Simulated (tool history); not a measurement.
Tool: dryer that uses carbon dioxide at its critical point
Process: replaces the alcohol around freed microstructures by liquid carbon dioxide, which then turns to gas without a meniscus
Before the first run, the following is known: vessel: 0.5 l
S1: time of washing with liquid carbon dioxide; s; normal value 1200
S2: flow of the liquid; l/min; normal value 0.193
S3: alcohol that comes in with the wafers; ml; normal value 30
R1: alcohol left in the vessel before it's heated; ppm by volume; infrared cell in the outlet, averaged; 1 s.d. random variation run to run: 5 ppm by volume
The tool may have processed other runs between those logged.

run,hour,S1,S2,S3,R1
1,0.0,1200,0.193,30,123
2,11.0,1200,0.193,30,124
3,19.8,1200,0.193,30,127
4,29.0,1200,0.193,30,144
5,36.5,1200,0.193,30,140
6,47.0,1200,0.193,30,141
7,57.0,1200,0.315,30,73
8,66.0,1200,0.126,30,820
9,72.6,1200,0.160,30,294
10,82.7,1200,0.193,30,151
11,93.6,1200,0.236,30,93
12,108.8,1200,0.236,30,96
13,120.8,1200,0.300,49,81
14,134.7,1140,0.182,36,264
15,147.8,1140,0.182,36,260
16,155.2,960,0.208,23,228
17,171.0,900,0.262,95,304
18,178.7,840,0.132,95,8034
19,191.7,1140,0.186,30,248
20,202.4,1200,0.193,107,390
21,213.3,1740,0.282,30,101
22,222.8,1260,0.269,57,109

Subtracting, for every run, the result it would have given without the tool's unlogged condition from the measured result gives the following. The same run-to-run variation enters both numbers; the gauge's scatter may not:
Hidden state present: flow that reaches the vessel past the clogged filter, %; alcohol in the recycled carbon dioxide, ppm; drift of the gauge itself on alcohol_ppm, %.
run,R1
1,+89
2,+90
3,+94
4,+99
5,+99
6,+100
7,+73
8,+328
9,+162
10,+111
11,+85
12,+87
13,+81
14,+168
15,+171
16,+154
17,+207
18,+2671
19,+172
20,+260
21,+96
22,+101

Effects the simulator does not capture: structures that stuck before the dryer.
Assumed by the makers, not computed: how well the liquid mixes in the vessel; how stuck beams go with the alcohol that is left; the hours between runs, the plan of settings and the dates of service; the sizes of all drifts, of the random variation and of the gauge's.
